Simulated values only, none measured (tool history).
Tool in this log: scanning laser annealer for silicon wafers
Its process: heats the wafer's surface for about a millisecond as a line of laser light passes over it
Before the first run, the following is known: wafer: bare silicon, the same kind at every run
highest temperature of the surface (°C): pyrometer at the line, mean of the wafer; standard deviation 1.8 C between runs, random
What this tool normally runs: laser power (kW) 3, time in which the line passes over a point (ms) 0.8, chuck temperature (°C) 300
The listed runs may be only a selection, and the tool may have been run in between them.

run,hour,laser power (kW),time in which the line passes over a point (ms),chuck temperature (°C),highest temperature of the surface (°C)
1,0,3,0.8,300,1027
2,7.3,3,0.8,294,1019
3,17.5,3,0.8,294,1016
4,26.7,3,0.8,300,1019
5,35.9,3,0.8,300,1021
6,49,3,0.8,300,1020
7,55.6,3,0.8,300,1020
8,62,3,0.8,300,1018
9,72.5,3,0.8,300,1019
10,80.1,3,0.674,300,963
# hour 88.2: window over the wafer cleaned
11,89.1,3,0.674,300,994
12,97.1,3,0.903,300,1098
13,107.9,2.859,0.903,300,1061
14,120.3,2.859,0.903,300,1059
15,129.2,2.859,0.903,300,1061
16,142.6,2.859,0.903,300,1059
17,149.9,2.845,0.993,300,1090
# hour 155.5: optics aligned, line set to its width
18,163.5,2.657,0.993,300,1042
19,177.1,3.152,0.801,300,1098
20,183.5,3.152,0.801,309,1107
# hour 187.6: laser's power meter calibrated
21,196.7,3.152,0.801,309,1107
22,204.5,3.152,0.801,309,1106
23,213.9,2.754,0.594,339,936
24,220.6,3.243,0.604,294,1007
25,226.7,3.243,0.604,294,1009
26,232.3,3,0.627,331,999
27,238.8,3,0.8,264,1017
28,249.5,2.908,0.8,300,1032
# hour 254.6: laser's power meter calibrated, once more
29,262.5,2.876,0.712,300,979
30,268.9,3,0.8,307,1055
31,281.4,3,0.8,307,1059

Forecast each of these 4 alternatives for the next run:
A,288,3,0.636,300,?
B,288,3.266,0.8,292,?
C,288,2.913,0.604,265,?
D,288,2.946,0.8,269,?

run,highest temperature of the surface (°C)
A,972
B,1113
C,898
D,1007
Stripped of hidden state, with their random variation kept, the same runs would have yielded:
run,highest temperature of the surface (°C)
A,984
B,1127
C,909
D,1019
